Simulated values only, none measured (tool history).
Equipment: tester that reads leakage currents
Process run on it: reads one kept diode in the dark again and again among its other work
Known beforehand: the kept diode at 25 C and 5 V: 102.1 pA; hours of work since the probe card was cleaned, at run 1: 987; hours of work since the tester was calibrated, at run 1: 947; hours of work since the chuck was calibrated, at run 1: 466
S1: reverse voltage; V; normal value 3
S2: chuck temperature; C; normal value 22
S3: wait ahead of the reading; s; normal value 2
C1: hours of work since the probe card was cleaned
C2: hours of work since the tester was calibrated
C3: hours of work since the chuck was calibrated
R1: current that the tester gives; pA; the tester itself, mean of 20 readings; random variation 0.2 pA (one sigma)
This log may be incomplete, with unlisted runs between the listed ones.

| run | hour | S1 | S2 | S3 | C1 | C2 | C3 | R1 |
|---|---|---|---|---|---|---|---|---|
| 1 | 0 | 3 | 22 | 2 | 987 | 947 | 466 | 79.06 |
| 2 | 65.7 | 3 | 22 | 2 | 1026 | 986 | 505 | 80.32 |
|  | 112.8 | chuck's temperature calibrated |
| 3 | 169.7 | 3 | 22 | 1.47 | 1086 | 1046 | 34 | 68.74 |
| 4 | 303.8 | 3 | 22 | 1.47 | 1165 | 1125 | 113 | 70.81 |
| 5 | 374.5 | 3 | 22 | 1.47 | 1207 | 1167 | 154 | 72.29 |
| 6 | 433.8 | 3 | 22 | 1.47 | 1242 | 1202 | 189 | 73.42 |
| 7 | 562.1 | 4.55 | 22 | 2 | 1318 | 1278 | 265 | 90.45 |
| 8 | 682.8 | 4.55 | 22 | 2 | 1389 | 1349 | 336 | 93.47 |
| 9 | 765.1 | 3.17 | 22 | 2 | 1437 | 1397 | 385 | 80.17 |
| 10 | 833.4 | 3 | 22 | 2 | 1478 | 1438 | 425 | 79.6 |
| 11 | 921.2 | 3 | 22 | 2 | 1529 | 1489 | 477 | 81.34 |
|  | 1016.2 | chuck's temperature calibrated |
| 12 | 1038 | 3 | 22 | 2 | 1597 | 1557 | 13 | 68.44 |
| 13 | 1125.3 | 3 | 22 | 2 | 1649 | 1609 | 64 | 69.79 |
| 14 | 1192.2 | 3 | 22 | 2 | 1688 | 1648 | 104 | 70.61 |
| 15 | 1252.5 | 9.42 | 22 | 2 | 1724 | 1684 | 139 | 124.34 |
| 16 | 1346.6 | 9.42 | 22 | 2 | 1779 | 1739 | 195 | 126.23 |
| 17 | 1403.8 | 3 | 22 | 2 | 1813 | 1773 | 229 | 74.21 |
| 18 | 1519.4 | 3 | 22 | 2 | 1881 | 1841 | 297 | 76.56 |
| 19 | 1655.9 | 3 | 22 | 2 | 1962 | 1922 | 377 | 78.65 |
|  | 1669.8 | probe card cleaned and baked |
| 20 | 1741.1 | 3 | 22 | 2 | 42 | 1970 | 426 | 81.5 |
| 21 | 1869.5 | 1.54 | 44 | 0.32 | 118 | 2046 | 502 | 307.03 |

The next listed run, before its measurement:
|  | 1912.6 | probe card cleaned and baked, once more |
|  | 1924.9 | chuck's temperature calibrated |
| 22 | 1942.1 | 1.83 | 44 | 0.32 | 16 | 2086 | 10 | ? |

Run 22 produced R1 279.83 pA.
Minus the tool's unlogged condition, the same run would have read R1 280.95 pA.
